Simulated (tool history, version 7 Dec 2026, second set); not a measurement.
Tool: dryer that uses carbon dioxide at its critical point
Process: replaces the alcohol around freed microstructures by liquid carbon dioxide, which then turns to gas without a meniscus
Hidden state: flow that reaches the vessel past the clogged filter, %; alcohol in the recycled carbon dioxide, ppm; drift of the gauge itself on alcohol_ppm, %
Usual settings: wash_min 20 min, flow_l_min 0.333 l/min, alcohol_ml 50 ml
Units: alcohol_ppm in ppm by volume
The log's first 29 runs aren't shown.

run	hour	wash_min	flow_l_min	alcohol_ml	hours of work since the filter was changed	hours of work since the purifier's bed was changed	alcohol_ppm
30	272.4	30	0.311	70	282	407	58
31	285.1	20	0.269	50	292	417	695
32	292	20	0.269	50	297	423	671
33	301.1	20	0.22	50	304	430	1600
34	310.7	15	0.22	46	312	437	3552
35	321.7	20	0.289	50	320	445	531
36	332	22	0.289	45	328	453	327
37	339.6	22	0.297	45	334	459	272
38	346	31	0.297	35	339	464	60
39	356.8	20	0.389	50	347	472	128
40	366.4	20	0.228	50	355	480	1530
41	373.9	20	0.228	50	360	486	1526
42	385.9	20	0.243	50	370	495	1202
43	396.4	20	0.333	54	378	503	321
44	409.6	17	0.38	73	388	513	465
45	419.9	25	0.233	50	396	521	633
46	431.7	16	0.217	41	405	530	3062

Forecast run 47:
47	438.1	20	0.333	54	410	535	?

Run 47 gave alcohol_ppm 344 ppm by volume.
Without the tool's hidden state the same run would have given alcohol_ppm 131 ppm by volume.
